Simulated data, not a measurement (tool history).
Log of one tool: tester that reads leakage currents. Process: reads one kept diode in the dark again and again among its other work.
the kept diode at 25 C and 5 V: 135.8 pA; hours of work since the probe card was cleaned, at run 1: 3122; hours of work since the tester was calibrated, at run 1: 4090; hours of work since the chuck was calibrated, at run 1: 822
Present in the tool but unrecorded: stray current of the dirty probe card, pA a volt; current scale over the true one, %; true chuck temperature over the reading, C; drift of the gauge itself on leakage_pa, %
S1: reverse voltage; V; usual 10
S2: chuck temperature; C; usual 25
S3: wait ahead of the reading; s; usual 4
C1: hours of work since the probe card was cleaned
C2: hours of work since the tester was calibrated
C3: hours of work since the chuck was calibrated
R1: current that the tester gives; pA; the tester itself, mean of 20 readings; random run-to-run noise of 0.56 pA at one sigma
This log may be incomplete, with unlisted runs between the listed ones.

| run | hour | S1 | S2 | S3 | C1 | C2 | C3 | R1 |
|---|---|---|---|---|---|---|---|---|
| 1 | 0 | 10 | 25 | 4 | 3122 | 4090 | 822 | 167.11 |
|  | 77 | probe card cleaned and baked |
| 2 | 135.9 | 10 | 25 | 4 | 45 | 4191 | 923 | 152.29 |
|  | 179 | tester calibrated |
| 3 | 262.5 | 10 | 25 | 4 | 139 | 63 | 1017 | 152.86 |
|  | 313.9 | chuck's temperature calibrated |
| 4 | 419.4 | 10 | 29 | 4 | 256 | 180 | 80 | 197.3 |
| 5 | 538.4 | 10 | 29 | 4 | 346 | 270 | 170 | 194.97 |
| 6 | 677.4 | 10 | 36 | 2.9 | 451 | 375 | 275 | 333.67 |
|  | 778.8 | chuck's temperature calibrated, once more |
| 7 | 891.1 | 8.9 | 36 | 2.9 | 611 | 535 | 85 | 415.55 |
| 8 | 1011.4 | 8.4 | 42 | 0.8 | 702 | 626 | 176 | 622.91 |
| 9 | 1283.7 | 9.7 | 30 | 3.42 | 908 | 832 | 382 | 261.12 |
| 10 | 1514.1 | 10 | 25 | 8.97 | 1082 | 1006 | 556 | 173.96 |

For some of the steps in R1 from one run to the next: how much would appear even if the tool had no hidden state, given the settings, what came in and random variation, and how much remains for the hidden state plus any gauge scatter that the measured result and the result without hidden state don't share?
Run 6 -> 7: S1 10 -> 8.9, chuck's temperature calibrated, once more. R1 +81.88 pA: hidden state +103.52, all else -21.64.
Run 8 -> 9: S1 8.4 -> 9.7, S2 42 -> 30, S3 0.8 -> 3.42. R1 -361.79 pA: hidden state +0.96, all else -362.75.

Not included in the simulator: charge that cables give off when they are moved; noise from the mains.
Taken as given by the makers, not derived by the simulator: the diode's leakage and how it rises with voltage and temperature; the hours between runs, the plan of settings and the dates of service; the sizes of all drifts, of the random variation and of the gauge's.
